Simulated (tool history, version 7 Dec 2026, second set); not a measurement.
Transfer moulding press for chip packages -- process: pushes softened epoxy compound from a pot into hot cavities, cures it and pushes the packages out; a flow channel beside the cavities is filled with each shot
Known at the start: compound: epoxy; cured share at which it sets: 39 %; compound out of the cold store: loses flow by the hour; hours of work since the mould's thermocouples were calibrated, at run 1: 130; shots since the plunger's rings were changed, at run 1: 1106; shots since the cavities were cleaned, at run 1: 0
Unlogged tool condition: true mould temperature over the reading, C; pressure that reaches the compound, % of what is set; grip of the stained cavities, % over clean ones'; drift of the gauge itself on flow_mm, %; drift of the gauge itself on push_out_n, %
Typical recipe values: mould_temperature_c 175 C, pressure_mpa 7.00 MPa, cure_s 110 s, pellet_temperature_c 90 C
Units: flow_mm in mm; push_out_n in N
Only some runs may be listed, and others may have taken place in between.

run     day  mould_temperature_c  pressure_mpa  cure_s  pellet_temperature_c  hours of work since the mould's thermocouples were calibrated  shots since the plunger's rings were changed  shots since the cavities were cleaned  incoming compound's hours out of the cold store  flow_mm  push_out_n
  1   0.000                  175          7.00     110                    90                                                            130                                          1106                                      0                                             40.3      514         299
  2   1.758                  175          7.00     110                    90                                                            148                                          1443                                    337                                             46.4      500         414
  3   3.275                  175          7.00     110                    90                                                            164                                          1732                                    626                                             18.8      563         484
      3.833  -- cavities cleaned with cleaning compound and waxed
  4   4.696                  175          7.00     110                    90                                                            179                                          1992                                    165                                             45.4      505         390
  5   6.479                  175          7.00     110                    90                                                            198                                          2333                                    506                                             20.7      541         481
      7.612  -- cavities cleaned with cleaning compound and waxed
  6   7.754                  175          7.00     110                    90                                                            211                                          2564                                     27                                             35.3      510         330
  7   9.538                  175          7.00     110                    90                                                            230                                          2905                                    368                                             16.3      549         443
  8  10.904                  175          7.00     110                    90                                                            244                                          3166                                    629                                             12.9      557         501
     11.308  -- cavities cleaned with cleaning compound and waxed
  9  12.721                  175          7.00     137                    90                                                            263                                          3501                                    270                                             43.0      487         324
 10  14.817                  175          7.00     137                    90                                                            285                                          3901                                    670                                             20.3      539         412
     15.029  -- cavities cleaned with cleaning compound and waxed
 11  16.321                  175          7.00     137                    90                                                            300                                          4176                                    247                                             16.1      530         321
 12  17.371                  175          7.00     137                    90                                                            311                                          4377                                    448                                             37.2      503         361
     18.800  -- cavities cleaned with cleaning compound and waxed
 13  19.188                  175          7.00     110                    90                                                            330                                          4712                                     74                                             11.0      539         368
 14  20.458                  175          7.00     110                    90                                                            344                                          4955                                    317                                             27.0      499         443
 15  21.938                  169          7.39     122                    82                                                            359                                          5238                                    600                                             46.3      498         558
     22.538  -- cavities cleaned with cleaning compound and waxed
 16  22.892                  169          7.39     122                    82                                                            369                                          5408                                     68                                             43.5      506         400
 17  24.042                  169          7.39     122                    82                                                            381                                          5627                                    287                                             43.9      489         499
     25.042  -- plunger's sealing rings changed
 18  25.525                  178          6.38     110                    90                                                            396                                            92                                    551                                             17.0      538         420
     26.388  -- cavities cleaned with cleaning compound and waxed
 19  27.671                  170          7.00     110                    90                                                            418                                           490                                    245                                             20.2      578         571
 20  28.688                  170          7.00     110                    90                                                            429                                           684                                    439                                             10.7      593         678
     30.188  -- cavities cleaned with cleaning compound and waxed
 21  30.412                  170          7.00     110                    90                                                            446                                          1001                                     42                                             40.9      526         447
 22  31.542                  180          7.00     110                    90                                                            458                                          1218                                    259                                             42.2      504         348
 23  33.408                  170          7.00     140                    90                                                            478                                          1574                                    615                                             11.5      586         452
     33.946  -- cavities cleaned with cleaning compound and waxed
 24  34.708                  170          6.83     110                    92                                                            491                                          1811                                    146                                             47.4      507         490
 25  35.888                  175          7.00     110                    98                                                            504                                          2035                                    370                                             14.2      559         458
 26  36.788                  175          7.00     110                    98                                                            513                                          2208                                    543                                             14.8      560         489
     37.658  -- cavities cleaned with cleaning compound and waxed
 27  37.854                  182          6.17     120                    89                                                            524                                          2399                                     37                                             22.4      493         255

Each row is a separate what-if for the run after 27, all from the same tool condition, not one after another. Results?
  A  38.771                  182          6.17     101                    89                                                            534                                          2574                                    212                                             45.6        ?           ?
  B  38.771                  175          6.32     110                    95                                                            534                                          2574                                    212                                             36.8        ?           ?
  C  38.771                  175          5.44     119                    90                                                            534                                          2574                                    212                                             33.2        ?           ?
  D  38.771                  173          6.75     120                    93                                                            534                                          2574                                    212                                              9.9        ?           ?

run  flow_mm  push_out_n
  A      457         341
  B      484         388
  C      458         365
  D      559         407
Without the tool's hidden state the same runs would have given:
run  flow_mm  push_out_n
  A      478         261
  B      506         291
  C      479         275
  D      584         306
